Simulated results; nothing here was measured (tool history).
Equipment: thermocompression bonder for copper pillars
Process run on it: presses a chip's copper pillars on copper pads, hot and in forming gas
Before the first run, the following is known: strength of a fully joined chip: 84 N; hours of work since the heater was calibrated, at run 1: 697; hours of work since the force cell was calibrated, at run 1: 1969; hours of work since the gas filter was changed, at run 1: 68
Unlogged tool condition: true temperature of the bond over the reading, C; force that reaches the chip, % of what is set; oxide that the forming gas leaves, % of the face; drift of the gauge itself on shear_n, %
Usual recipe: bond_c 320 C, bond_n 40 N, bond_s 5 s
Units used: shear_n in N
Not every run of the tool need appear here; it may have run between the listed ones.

| run | hour | bond_c | bond_n | bond_s | hours of work since the heater was calibrated | hours of work since the force cell was calibrated | hours of work since the gas filter was changed | shear_n |
|---|---|---|---|---|---|---|---|---|
| 1 | 0.0 | 320 | 40 | 5 | 697 | 1969 | 68 | 38.4 |
| 2 | 62.9 | 320 | 40 | 5 | 743 | 2015 | 114 | 37.2 |
| 3 | 105.9 | 320 | 40 | 5 | 774 | 2046 | 145 | 37.0 |
| 4 | 148.3 | 320 | 40 | 5 | 805 | 2077 | 176 | 36.3 |
|  | 196.0 | heater calibrated with a thermocouple chip |
| 5 | 217.4 | 320 | 40 | 5 | 16 | 2126 | 226 | 40.2 |
|  | 305.7 | force cell calibrated |
| 6 | 308.7 | 320 | 40 | 5 | 81 | 2 | 291 | 37.9 |
| 7 | 374.6 | 320 | 40 | 5 | 130 | 50 | 340 | 35.7 |
| 8 | 453.3 | 320 | 40 | 5 | 187 | 108 | 397 | 35.6 |
|  | 503.6 | forming gas filter changed |
| 9 | 513.4 | 320 | 40 | 5 | 231 | 152 | 7 | 39.5 |
| 10 | 578.8 | 320 | 40 | 5 | 279 | 200 | 55 | 38.8 |
| 11 | 639.4 | 320 | 40 | 5 | 323 | 244 | 99 | 38.8 |
| 12 | 688.4 | 320 | 40 | 5 | 359 | 280 | 135 | 37.4 |
| 13 | 737.9 | 327 | 40 | 5 | 396 | 316 | 172 | 40.1 |
| 14 | 781.5 | 327 | 40 | 5 | 428 | 348 | 204 | 41.3 |
| 15 | 859.0 | 327 | 40 | 5 | 484 | 405 | 260 | 40.2 |
| 16 | 898.8 | 320 | 40 | 5 | 513 | 434 | 290 | 35.3 |
| 17 | 966.9 | 320 | 40 | 5 | 563 | 484 | 339 | 35.5 |
| 18 | 1039.2 | 320 | 40 | 5 | 616 | 537 | 392 | 34.1 |
|  | 1094.6 | forming gas filter changed |
| 19 | 1106.7 | 347 | 40 | 5 | 665 | 586 | 9 | 50.6 |
| 20 | 1167.0 | 320 | 40 | 5 | 710 | 630 | 53 | 37.0 |
| 21 | 1232.8 | 320 | 48 | 6 | 758 | 678 | 101 | 44.5 |
| 22 | 1271.4 | 295 | 43 | 5 | 786 | 707 | 130 | 27.9 |
|  | 1343.6 | heater calibrated with a thermocouple chip |
| 23 | 1359.0 | 313 | 31 | 4 | 11 | 769 | 192 | 26.1 |
| 24 | 1412.2 | 295 | 27 | 6 | 50 | 808 | 231 | 20.8 |
| 25 | 1449.0 | 333 | 52 | 12 | 77 | 835 | 258 | 62.8 |
| 26 | 1489.1 | 305 | 40 | 5 | 107 | 865 | 288 | 31.2 |
| 27 | 1547.8 | 305 | 40 | 5 | 150 | 908 | 331 | 30.0 |
| 28 | 1598.5 | 304 | 49 | 6 | 187 | 945 | 368 | 36.4 |
| 29 | 1673.9 | 327 | 47 | 4 | 242 | 1000 | 423 | 39.7 |
|  | 1689.9 | forming gas filter changed |
| 30 | 1727.8 | 308 | 47 | 8 | 281 | 1039 | 28 | 44.8 |
| 31 | 1805.1 | 308 | 47 | 8 | 338 | 1096 | 84 | 44.0 |
| 32 | 1872.2 | 308 | 47 | 8 | 387 | 1145 | 134 | 42.6 |
| 33 | 1948.0 | 303 | 35 | 5 | 442 | 1201 | 189 | 26.3 |
| 34 | 2028.2 | 303 | 35 | 5 | 501 | 1259 | 248 | 26.2 |
| 35 | 2104.6 | 303 | 35 | 5 | 557 | 1315 | 304 | 25.3 |
| 36 | 2147.8 | 303 | 35 | 5 | 589 | 1347 | 335 | 25.2 |
| 37 | 2228.1 | 298 | 42 | 12 | 648 | 1406 | 394 | 37.1 |
|  | 2282.7 | forming gas filter changed |
| 38 | 2309.7 | 346 | 38 | 7 | 707 | 1465 | 20 | 53.4 |
| 39 | 2379.7 | 322 | 41 | 3 | 758 | 1517 | 71 | 31.9 |
| 40 | 2421.1 | 323 | 41 | 3 | 789 | 1547 | 101 | 32.2 |

Consider 3 possible next runs. They are alternatives, not a sequence: every one starts from the tool as it was left by run 40. What does each give?
| A | 2459.8 | 292 | 29 | 15 | 817 | 1575 | 130 | ? |
| B | 2459.8 | 301 | 41 | 3 | 817 | 1575 | 130 | ? |
| C | 2459.8 | 323 | 27 | 10 | 817 | 1575 | 130 | ? |

| run | shear_n |
|---|---|
| A | 28.9 |
| B | 22.6 |
| C | 36.3 |
Without the tool's hidden state the same runs would have given:
| run | shear_n |
|---|---|
| A | 32.4 |
| B | 25.5 |
| C | 40.0 |

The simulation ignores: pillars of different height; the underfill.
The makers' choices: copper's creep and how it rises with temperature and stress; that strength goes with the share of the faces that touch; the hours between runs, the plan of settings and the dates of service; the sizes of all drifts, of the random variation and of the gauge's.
